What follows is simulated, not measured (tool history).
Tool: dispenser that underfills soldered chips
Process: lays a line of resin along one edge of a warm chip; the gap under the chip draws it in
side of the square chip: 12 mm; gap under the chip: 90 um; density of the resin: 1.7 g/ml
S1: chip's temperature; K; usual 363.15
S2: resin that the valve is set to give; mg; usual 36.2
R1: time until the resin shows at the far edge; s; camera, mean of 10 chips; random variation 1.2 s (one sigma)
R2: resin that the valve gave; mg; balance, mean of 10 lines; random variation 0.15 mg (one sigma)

Run 1, hour 0: usual settings. Result: R1 242.9 s, R2 35.44 mg.
Run 2, hour 6: usual settings but S1 353.15 K. Result: R1 236.9 s, R2 35.64 mg.
Run 3, hour 9.1: usual settings. Result: R1 169.8 s, R2 35.4 mg.
Run 4, hour 13.7: usual settings. Result: R1 219.8 s, R2 35.52 mg.
Run 5, hour 19.5: usual settings. Result: R1 123.2 s, R2 35.22 mg.
Run 6, hour 25.8: usual settings but S1 358.15 K. Result: R1 222.5 s, R2 35.22 mg.
Run 7, hour 29.2: usual settings but S1 358.15 K. Result: R1 269.3 s, R2 35.11 mg.
Run 8, hour 32.7: usual settings but S1 358.15 K. Result: R1 324.2 s, R2 35.13 mg.
Run 9, hour 39.6: usual settings but S1 358.15 K. Result: R1 199.4 s, R2 34.87 mg.
Run 10, hour 46: usual settings but S1 358.15 K. Result: R1 278.4 s, R2 34.79 mg.
Run 11, hour 51.9: usual settings. Result: R1 127.8 s, R2 34.73 mg.
Run 12, hour 56.7: usual settings but S1 368.15 K. Result: R1 132.5 s, R2 34.53 mg.
Run 13, hour 60.9: usual settings but S1 368.15 K. Result: R1 166.4 s, R2 34.85 mg.
Run 14, hour 67.6: usual settings but S1 368.15 K. Result: R1 99.2 s, R2 34.59 mg.
Run 15, hour 71: usual settings but S1 368.15 K. Result: R1 117.5 s, R2 34.43 mg.
Run 16, hour 76: usual settings but S1 368.15 K. Result: R1 158 s, R2 34.55 mg.
Run 17, hour 81.9: usual settings but S1 368.15 K. Result: R1 92.8 s, R2 34.66 mg.
Run 18, hour 89.3: usual settings. Result: R1 175.6 s, R2 34.26 mg.
Run 19, hour 94.6: usual settings but S1 364.15 K, S2 34.7 mg. Result: R1 228.2 s, R2 32.89 mg.
Run 20, hour 100.5: usual settings but S1 364.15 K, S2 34.7 mg. Result: R1 131.6 s, R2 32.7 mg.
Run 21, hour 107.8: usual settings but S2 34.3 mg. Result: R1 203.3 s, R2 32.22 mg.
Run 22, hour 113.9: usual settings but S1 349.15 K, S2 47.1 mg. Result: R1 239.4 s, R2 44.19 mg.
Run 23, hour 117.4: usual settings but S1 349.15 K, S2 47.1 mg. Result: R1 290.2 s, R2 44.12 mg.
Run 24, hour 121.1: usual settings but S1 355.15 K, S2 31.6 mg. Result: R1 274.1 s, R2 29.6 mg.
Run 25, hour 126.7: usual settings but S1 355.15 K, S2 38 mg. Result: R1 357.4 s, R2 35.45 mg.
Run 26, hour 132.6: usual settings but S1 367.15 K, S2 36.4 mg. Result: R1 113.7 s, R2 34.04 mg.
Run 27, hour 139.9: usual settings but S1 367.15 K, S2 36.4 mg. Result: R1 169.6 s, R2 34.13 mg.
Run 28, hour 146.7: usual settings but S1 367.15 K, S2 36.4 mg. Result: R1 100.9 s, R2 34.07 mg.
Run 29, hour 152.1: usual settings but S1 364.15 K, S2 40.5 mg. Result: R1 147.5 s, R2 40.23 mg.
Run 30, hour 157.7: usual settings but S1 364.15 K, S2 40.5 mg. Result: R1 204.4 s, R2 40.23 mg.
Run 31, hour 165.2: usual settings but S1 357.15 K, S2 34.7 mg. Result: R1 191.4 s, R2 34.24 mg.
Run 32, hour 171.3: usual settings but S1 371.15 K, S2 43 mg. Result: R1 134.3 s, R2 42.64 mg.
Run 33, hour 174.3: usual settings but S1 350.15 K, S2 44.3 mg. Result: R1 449.2 s, R2 44.06 mg.
Run 34, hour 178.3: usual settings but S1 374.15 K, S2 40.9 mg. Result: R1 72.9 s, R2 40.62 mg.
Run 35, hour 182.2: usual settings but S1 374.15 K, S2 40.9 mg. Result: R1 89.8 s, R2 40.51 mg.

Not shown: 13 entries that the log had between the listed runs. Between which runs, and how does the tool's hidden state differ before and after?
Between runs 1 and 2: new syringe of resin (hour 2.5)
  resin's viscosity, % of fresh resin's: 208 -> 122.5; dose that the valve gives, % of what is set: 98.11 -> 97.9; true chip temperature over the reading, C: -0.47 -> -0.48
  measured less the result without the state, R1: +128.9 -> +48.6 s; R2: -0.68 -> -0.76 mg
Between runs 4 and 5: new syringe of resin (hour 18.6)
  resin's viscosity, % of fresh resin's: 187.5 -> 104.1; dose that the valve gives, % of what is set: 97.63 -> 97.41; true chip temperature over the reading, C: -0.5 -> -0.51
  measured less the result without the state, R1: +105.6 -> +8 s; R2: -0.86 -> -0.94 mg
Between runs 8 and 9: new syringe of resin (hour 34.5)
  resin's viscosity, % of fresh resin's: 216.8 -> 131.9; dose that the valve gives, % of what is set: 96.94 -> 96.7; true chip temperature over the reading, C: -0.53 -> -0.54
  measured less the result without the state, R1: +179.2 -> +52.8 s; R2: -1.1 -> -1.2 mg
Between runs 10 and 11: new syringe of resin (hour 50.3)
  resin's viscosity, % of fresh resin's: 187.4 -> 108.2; dose that the valve gives, % of what is set: 96.46 -> 96.26; true chip temperature over the reading, C: -0.55 -> -0.56
  measured less the result without the state, R1: +134.6 -> +13.4 s; R2: -1.28 -> -1.35 mg
Between runs 13 and 14: new syringe of resin (hour 66)
  resin's viscosity, % of fresh resin's: 179 -> 107; dose that the valve gives, % of what is set: 95.91 -> 95.68; true chip temperature over the reading, C: -0.58 -> -0.59
  measured less the result without the state, R1: +76.4 -> +9.5 s; R2: -1.48 -> -1.56 mg
Between runs 16 and 17: new syringe of resin (hour 81.9)
  resin's viscosity, % of fresh resin's: 170.8 -> 99.3; dose that the valve gives, % of what is set: 95.36 -> 95.15; true chip temperature over the reading, C: -0.61 -> -0.62
  measured less the result without the state, R1: +68.8 -> +2.6 s; R2: -1.69 -> -1.77 mg
Between runs 19 and 20: new syringe of resin (hour 97.9)
  resin's viscosity, % of fresh resin's: 201 -> 115.4; dose that the valve gives, % of what is set: 94.71 -> 94.51; true chip temperature over the reading, C: -0.64 -> -0.65
  measured less the result without the state, R1: +118.8 -> +22 s; R2: -1.84 -> -1.9 mg
Between runs 21 and 22: new syringe of resin (hour 113.9)
  resin's viscosity, % of fresh resin's: 173 -> 101.2; dose that the valve gives, % of what is set: 94.24 -> 94.05; true chip temperature over the reading, C: -0.66 -> -0.68
  measured less the result without the state, R1: +90.4 -> +11.3 s; R2: -1.97 -> -2.8 mg
Between runs 25 and 26: new syringe of resin (hour 129.8)
  resin's viscosity, % of fresh resin's: 206.1 -> 116.9; dose that the valve gives, % of what is set: 93.59 -> 93.39; true chip temperature over the reading, C: -0.7 -> -0.71
  measured less the result without the state, R1: +190.7 -> +20.4 s; R2: -2.43 -> -2.4 mg
Between runs 27 and 28: new syringe of resin (hour 145.5)
  resin's viscosity, % of fresh resin's: 175.2 -> 104.2; dose that the valve gives, % of what is set: 93.16 -> 92.93; true chip temperature over the reading, C: -0.72 -> -0.73
  measured less the result without the state, R1: +76.8 -> +8.2 s; R2: -2.51 -> -2.59 mg
Between runs 28 and 29: dispensing valve cleaned and set on the balance (hour 148.8)
  resin's viscosity, % of fresh resin's: 104.2 -> 132.7; dose that the valve gives, % of what is set: 92.93 -> 99.81; true chip temperature over the reading, C: -0.73 -> -0.74
  measured less the result without the state, R1: +8.2 -> +40.2 s; R2: -2.59 -> -0.08 mg
Between runs 30 and 31: new syringe of resin (hour 162.1)
  resin's viscosity, % of fresh resin's: 181.6 -> 119; dose that the valve gives, % of what is set: 99.63 -> 99.39; true chip temperature over the reading, C: -0.75 -> -0.77
  measured less the result without the state, R1: +95.7 -> +36.8 s; R2: -0.15 -> -0.21 mg
Between runs 33 and 34: new syringe of resin (hour 177.7)
  resin's viscosity, % of fresh resin's: 198 -> 103.3; dose that the valve gives, % of what is set: 99.08 -> 98.95; true chip temperature over the reading, C: -0.78 -> -0.79
  measured less the result without the state, R1: +231.6 -> +4.8 s; R2: -0.41 -> -0.43 mg
